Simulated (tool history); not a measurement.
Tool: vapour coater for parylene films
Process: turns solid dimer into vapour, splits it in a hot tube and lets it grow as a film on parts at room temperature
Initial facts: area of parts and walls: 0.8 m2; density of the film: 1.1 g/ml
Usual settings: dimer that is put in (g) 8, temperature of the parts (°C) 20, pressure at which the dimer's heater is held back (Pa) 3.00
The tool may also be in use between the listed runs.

run	hour	dimer that is put in (g)	temperature of the parts (°C)	pressure at which the dimer's heater is held back (Pa)	thickness of the film (µm)
1	0.0	8	20	3.00	6.83
2	20.8	8	20	9.18	5.92
3	39.2	8	20	9.18	5.86
# hour 57.3: trap's valve overhauled
4	70.7	8	22	9.18	5.78
5	97.4	13	20	3.00	11.73
6	122.2	13	20	3.00	11.53
7	151.3	13	20	3.00	11.62
8	179.7	13	20	3.00	11.44
9	195.2	13	20	3.00	11.47
10	221.6	8	17	3.09	7.94
11	251.2	8	16	4.67	7.89
12	273.2	4	20	4.02	3.29
13	298.5	5	21	3.27	4.03
14	331.0	8	15	3.82	8.19
15	355.3	7	20	3.00	5.78
16	382.8	8	23	2.30	6.03

Forecast each of these 3 alternatives for the next run:
# hour 397.1: trap's valve overhauled
A	410.7	6	22	2.04	?
# hour 397.1: trap's valve overhauled
B	410.7	6	21	3.00	?
# hour 397.1: trap's valve overhauled
C	410.7	11	15	5.91	?

run	thickness of the film (µm)
A	5.28
B	5.32
C	11.79
Stripped of hidden state, with their random variation kept, the same runs would have yielded:
run	thickness of the film (µm)
A	5.11
B	5.15
C	11.41
